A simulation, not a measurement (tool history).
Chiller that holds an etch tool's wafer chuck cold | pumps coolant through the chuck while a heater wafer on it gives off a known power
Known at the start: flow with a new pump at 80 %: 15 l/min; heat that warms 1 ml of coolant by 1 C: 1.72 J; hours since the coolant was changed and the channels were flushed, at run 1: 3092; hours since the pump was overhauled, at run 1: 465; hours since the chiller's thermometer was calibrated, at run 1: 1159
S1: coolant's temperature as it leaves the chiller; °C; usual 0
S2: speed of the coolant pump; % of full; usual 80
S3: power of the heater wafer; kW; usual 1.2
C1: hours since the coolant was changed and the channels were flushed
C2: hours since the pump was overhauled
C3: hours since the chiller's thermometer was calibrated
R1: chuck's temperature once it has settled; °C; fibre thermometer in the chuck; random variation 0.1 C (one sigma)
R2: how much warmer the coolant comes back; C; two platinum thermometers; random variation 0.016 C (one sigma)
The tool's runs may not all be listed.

run 1 hour=0 | S1=0 S2=80 S3=1.2 | C1=3092 C2=465 C3=1159 | R1=11.7 R2=2.78
run 2 hour=18.4 | S1=0 S2=80 S3=1.2 | C1=3111 C2=484 C3=1177 | R1=11.7 R2=2.78
run 3 hour=36 | S1=0 S2=80 S3=1.2 | C1=3128 C2=501 C3=1195 | R1=11.5 R2=2.79
run 4 hour=64 | S1=0 S2=80 S3=1.2 | C1=3156 C2=529 C3=1223 | R1=11.6 R2=2.75
run 5 hour=94.2 | S1=0 S2=80 S3=1.2 | C1=3186 C2=559 C3=1253 | R1=11.7 R2=2.75
run 6 hour=108.9 | S1=0 S2=80 S3=1.2 | C1=3201 C2=574 C3=1267 | R1=11.6 R2=2.74
run 7 hour=123.3 | S1=0 S2=80 S3=1.2 | C1=3215 C2=588 C3=1282 | R1=11.5 R2=2.72
run 8 hour=146.2 | S1=0 S2=80 S3=1.2 | C1=3238 C2=611 C3=1305 | R1=11.7 R2=2.74
run 9 hour=172.1 | S1=1 S2=80 S3=1.2 | C1=3264 C2=637 C3=1331 | R1=12.6 R2=2.71
run 10 hour=198.9 | S1=1 S2=80 S3=1.2 | C1=3291 C2=664 C3=1357 | R1=12.7 R2=2.69
run 11 hour=212.3 | S1=1 S2=80 S3=1.2 | C1=3304 C2=677 C3=1371 | R1=12.6 R2=2.67
run 12 hour=239.5 | S1=0 S2=80 S3=1.2 | C1=3332 C2=705 C3=1398 | R1=11.5 R2=2.71
run 13 hour=259.5 | S1=0 S2=80 S3=1.144 | C1=3352 C2=725 C3=1418 | R1=11 R2=2.54
run 14 hour=286.4 | S1=0 S2=80 S3=1.144 | C1=3379 C2=752 C3=1445 | R1=11.2 R2=2.54
run 15 hour=302.8 | S1=0 S2=87 S3=1.144 | C1=3395 C2=768 C3=1461 | R1=10.4 R2=2.29
run 16 hour=317.5 | S1=0 S2=80 S3=1.2 | C1=3410 C2=783 C3=1476 | R1=11.7 R2=2.64
run 17 hour=341.4 | S1=1 S2=99 S3=0.645 | C1=3434 C2=807 C3=1500 | R1=6.2 R2=1.08
run 18 hour=371.3 | S1=1 S2=99 S3=0.645 | C1=3463 C2=836 C3=1530 | R1=6.5 R2=1.04
run 19 hour=384.3 | S1=2 S2=85 S3=1.441 | C1=3476 C2=849 C3=1543 | R1=15.5 R2=2.97
run 20 hour=402.7 | S1=9 S2=68 S3=1.2 | C1=3495 C2=868 C3=1561 | R1=22.2 R2=3.09
run 21 hour=428.1 | S1=9 S2=68 S3=1.2 | C1=3520 C2=893 C3=1587 | R1=22.4 R2=3.06
run 22 hour=445.5 | S1=9 S2=68 S3=1.2 | C1=3538 C2=911 C3=1604 | R1=22.3 R2=3.1
run 23 hour=471.1 | S1=-4 S2=93 S3=1.2 | C1=3563 C2=936 C3=1630 | R1=6.5 R2=2.18
run 24 hour=493.6 | S1=-4 S2=63 S3=1.534 | C1=3586 C2=959 C3=1652 | R1=14 R2=4.27
run 25 hour=510.8 | S1=-4 S2=63 S3=1.534 | C1=3603 C2=976 C3=1669 | R1=14.2 R2=4.29
run 26 hour=531.6 | S1=6 S2=63 S3=1.534 | C1=3624 C2=997 C3=1690 | R1=24.1 R2=4.27
run 27 hour=558.5 | S1=0 S2=80 S3=1.36 | C1=3651 C2=1024 C3=1717 | R1=13.2 R2=2.89
run 28 hour=582.8 | S1=-6 S2=82 S3=0.68 | C1=3675 C2=1048 C3=1741 | R1=0.4 R2=1.31
run 29 hour=601.9 | S1=2 S2=62 S3=1.011 | C1=3694 C2=1067 C3=1760 | R1=13.8 R2=2.75
run 30 hour=629 | S1=2 S2=68 S3=1.356 | C1=3721 C2=1094 C3=1788 | R1=16.9 R2=3.45
run 31 hour=658.4 | S1=2 S2=68 S3=1.356 | C1=3751 C2=1124 C3=1817 | R1=17.1 R2=3.4
run 32 hour=677.5 | S1=2 S2=68 S3=1.356 | C1=3770 C2=1143 C3=1836 | R1=17.1 R2=3.39

Some steps in R2 between neighbouring runs. How much of each would the tool show without its hidden state too (settings, what came in, random variation), and how much is left for the hidden state, with any gauge scatter that isn't in both results?
The hidden state here: heat passed by the chuck's channels, % of clean ones'; flow at a given pump speed, % of a new pump's; coolant's true temperature over the reading, C; drift of the gauge itself on chuck_c, C; drift of the gauge itself on warmer_back_c, C.
Run 6 -> 7: no setting changed, nothing entered. R2 -0.02 C: hidden state -0.02, all else +0.
Run 8 -> 9: S1 0 -> 1. R2 -0.03 C: hidden state -0.02, all else -0.01.
Run 18 -> 19: S1 1 -> 2, S2 99 -> 85, S3 0.645 -> 1.441. R2 +1.93 C: hidden state -0.01, all else +1.94.
Run 22 -> 23: S1 9 -> -4, S2 68 -> 93. R2 -0.92 C: hidden state -0.02, all else -0.9.
Run 23 -> 24: S2 93 -> 63, S3 1.2 -> 1.534. R2 +2.09 C: hidden state -0.01, all else +2.1.
Run 27 -> 28: S1 0 -> -6, S2 80 -> 82, S3 1.36 -> 0.68. R2 -1.58 C: hidden state -0.01, all else -1.57.
